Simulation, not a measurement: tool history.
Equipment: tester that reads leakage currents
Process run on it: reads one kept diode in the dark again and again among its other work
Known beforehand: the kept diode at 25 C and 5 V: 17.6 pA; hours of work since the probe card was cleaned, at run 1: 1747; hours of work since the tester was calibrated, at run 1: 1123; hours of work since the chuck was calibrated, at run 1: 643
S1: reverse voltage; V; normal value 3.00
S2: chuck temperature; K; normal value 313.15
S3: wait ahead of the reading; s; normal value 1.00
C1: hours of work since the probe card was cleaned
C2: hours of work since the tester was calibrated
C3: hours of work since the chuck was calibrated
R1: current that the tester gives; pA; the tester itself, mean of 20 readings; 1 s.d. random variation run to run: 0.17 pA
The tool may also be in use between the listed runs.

run	hour	S1	S2	S3	C1	C2	C3	R1
1	0.0	3.00	313.15	1.00	1747	1123	643	57.50
2	70.4	3.00	313.15	1.00	1777	1152	673	57.33
3	112.5	3.00	313.15	1.00	1794	1170	691	57.44
4	174.4	6.69	313.15	1.00	1821	1197	717	80.11
5	229.9	3.00	313.15	1.00	1844	1220	741	57.27
6	295.2	3.00	313.15	1.00	1872	1248	768	57.72
7	327.8	2.76	313.15	1.00	1886	1262	782	55.41
8	370.6	3.00	313.15	0.81	1904	1280	800	57.55
9	448.1	3.00	313.15	0.81	1937	1313	833	57.53
10	520.7	7.43	313.15	1.00	1968	1343	864	83.69
11	578.9	2.49	313.15	1.00	1992	1368	889	53.22
12	612.1	2.49	313.15	1.00	2006	1382	903	53.42
13	681.2	9.49	313.15	1.00	2036	1412	932	93.55
14	717.3	9.49	313.15	1.00	2051	1427	948	94.07
15	756.2	3.00	332.15	1.00	2068	1443	964	244.57
16	812.7	3.00	332.15	1.00	2092	1467	988	245.58
17	869.4	5.12	313.15	1.00	2116	1491	1012	71.79
18	913.0	5.12	313.15	1.00	2134	1510	1031	71.89
# hour 921.2: probe card cleaned and baked
# hour 961.8: chuck's temperature calibrated
19	987.3	3.00	313.15	5.99	27	1539	11	61.61
20	1025.0	3.00	313.15	5.99	43	1555	27	61.80
# hour 1035.3: probe card cleaned and baked, once more
21	1105.9	3.00	311.15	4.00	30	1588	60	47.24
22	1137.7	3.00	310.15	5.24	43	1602	73	42.99
23	1197.6	3.00	310.15	5.24	69	1627	99	43.06
24	1253.6	3.00	319.15	3.41	93	1651	123	90.89
25	1291.0	3.00	313.15	1.01	108	1667	138	55.82
26	1353.8	2.78	323.15	0.41	135	1694	165	122.31
27	1422.9	2.65	313.15	0.53	164	1723	194	53.85
28	1493.9	2.65	313.15	0.53	195	1753	225	53.42
29	1527.7	12.50	318.15	1.00	209	1767	239	141.23
30	1601.2	12.50	318.15	1.00	240	1799	270	141.34
31	1640.8	3.00	319.15	9.04	257	1815	287	91.16
32	1697.8	3.00	308.15	2.63	281	1839	311	36.62
33	1730.6	7.37	312.15	1.49	295	1853	325	71.39
34	1784.4	7.37	312.15	1.49	318	1876	348	71.94
35	1829.3	1.29	303.15	1.86	337	1895	367	17.25
36	1866.3	1.77	324.15	1.00	353	1911	382	111.63
37	1944.0	8.85	318.15	0.59	386	1944	415	124.97
38	1988.9	8.85	297.15	0.47	405	1963	434	24.12
39	2055.4	8.85	297.15	0.47	433	1991	463	24.30

Here are 5 independent what-if runs from the current tool condition. What would each one return?
A	2108.0	9.42	322.15	6.74	455	2014	485	?
B	2108.0	1.03	301.15	0.42	455	2014	485	?
C	2108.0	3.00	304.15	1.00	455	2014	485	?
D	2108.0	3.00	313.15	9.06	455	2014	485	?
E	2108.0	8.85	320.15	0.47	455	2014	485	?

run	R1
A	174.92
B	13.60
C	26.32
D	55.47
E	147.81
What these runs would have given with no unlogged condition in the tool:
run	R1
A	173.99
B	13.48
C	25.77
D	55.25
E	146.75

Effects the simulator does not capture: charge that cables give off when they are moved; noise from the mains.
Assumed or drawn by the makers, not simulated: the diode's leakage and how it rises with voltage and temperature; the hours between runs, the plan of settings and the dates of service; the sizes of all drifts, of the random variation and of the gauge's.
